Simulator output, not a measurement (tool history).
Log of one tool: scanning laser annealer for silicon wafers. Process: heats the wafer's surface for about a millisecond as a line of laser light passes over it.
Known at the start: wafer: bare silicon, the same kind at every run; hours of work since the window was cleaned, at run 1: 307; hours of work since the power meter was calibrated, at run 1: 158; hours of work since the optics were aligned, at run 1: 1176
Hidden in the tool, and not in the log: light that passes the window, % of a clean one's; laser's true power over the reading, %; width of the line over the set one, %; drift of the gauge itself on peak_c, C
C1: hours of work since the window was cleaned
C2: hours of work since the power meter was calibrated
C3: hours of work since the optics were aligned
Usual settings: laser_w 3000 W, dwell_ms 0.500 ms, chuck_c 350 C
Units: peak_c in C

{"run": 1, "hour": 0.0, "laser_w": 3000, "dwell_ms": 0.5, "chuck_c": 350, "C1": 307, "C2": 158, "C3": 1176, "peak_c": 1081}
{"run": 2, "hour": 12.7, "laser_w": 3000, "dwell_ms": 0.5, "chuck_c": 350, "C1": 315, "C2": 165, "C3": 1184, "peak_c": 1084}
{"run": 3, "hour": 19.5, "laser_w": 3000, "dwell_ms": 0.5, "chuck_c": 350, "C1": 319, "C2": 170, "C3": 1188, "peak_c": 1082}
{"run": 4, "hour": 35.7, "laser_w": 3000, "dwell_ms": 0.5, "chuck_c": 350, "C1": 329, "C2": 180, "C3": 1198, "peak_c": 1081}
{"run": 5, "hour": 52.0, "laser_w": 3000, "dwell_ms": 0.455, "chuck_c": 350, "C1": 339, "C2": 190, "C3": 1208, "peak_c": 1052}
{"run": 6, "hour": 67.9, "laser_w": 3000, "dwell_ms": 0.364, "chuck_c": 316, "C1": 349, "C2": 199, "C3": 1218, "peak_c": 947}
{"run": 7, "hour": 83.8, "laser_w": 2644, "dwell_ms": 0.5, "chuck_c": 357, "C1": 358, "C2": 209, "C3": 1228, "peak_c": 1001}
{"run": 8, "hour": 97.0, "laser_w": 2644, "dwell_ms": 0.5, "chuck_c": 357, "C1": 367, "C2": 217, "C3": 1236, "peak_c": 999}
{"run": 9, "hour": 107.3, "laser_w": 2644, "dwell_ms": 0.5, "chuck_c": 357, "C1": 373, "C2": 224, "C3": 1242, "peak_c": 1000}
{"run": 10, "hour": 119.7, "laser_w": 3144, "dwell_ms": 0.499, "chuck_c": 360, "C1": 381, "C2": 231, "C3": 1250, "peak_c": 1120}

Forecast each of these 5 alternatives for the next run:
{"run": "A", "hour": 135.1, "laser_w": 2593, "dwell_ms": 0.523, "chuck_c": 371, "C1": 390, "C2": 241, "C3": 1260, "peak_c": "?"}
{"run": "B", "hour": 135.1, "laser_w": 3000, "dwell_ms": 0.596, "chuck_c": 350, "C1": 390, "C2": 241, "C3": 1260, "peak_c": "?"}
{"run": "C", "hour": 135.1, "laser_w": 3144, "dwell_ms": 0.499, "chuck_c": 331, "C1": 390, "C2": 241, "C3": 1260, "peak_c": "?"}
{"run": "D", "hour": 135.1, "laser_w": 2712, "dwell_ms": 0.402, "chuck_c": 350, "C1": 390, "C2": 241, "C3": 1260, "peak_c": "?"}
{"run": "E", "hour": 135.1, "laser_w": 3144, "dwell_ms": 0.35, "chuck_c": 360, "C1": 390, "C2": 241, "C3": 1260, "peak_c": "?"}

run=A peak_c=1016
run=B peak_c=1138
run=C peak_c=1091
run=D peak_c=945
run=E peak_c=1007
Without the tool's hidden state the same runs would have given:
run=A peak_c=1049
run=B peak_c=1178
run=C peak_c=1130
run=D peak_c=976
run=E peak_c=1041
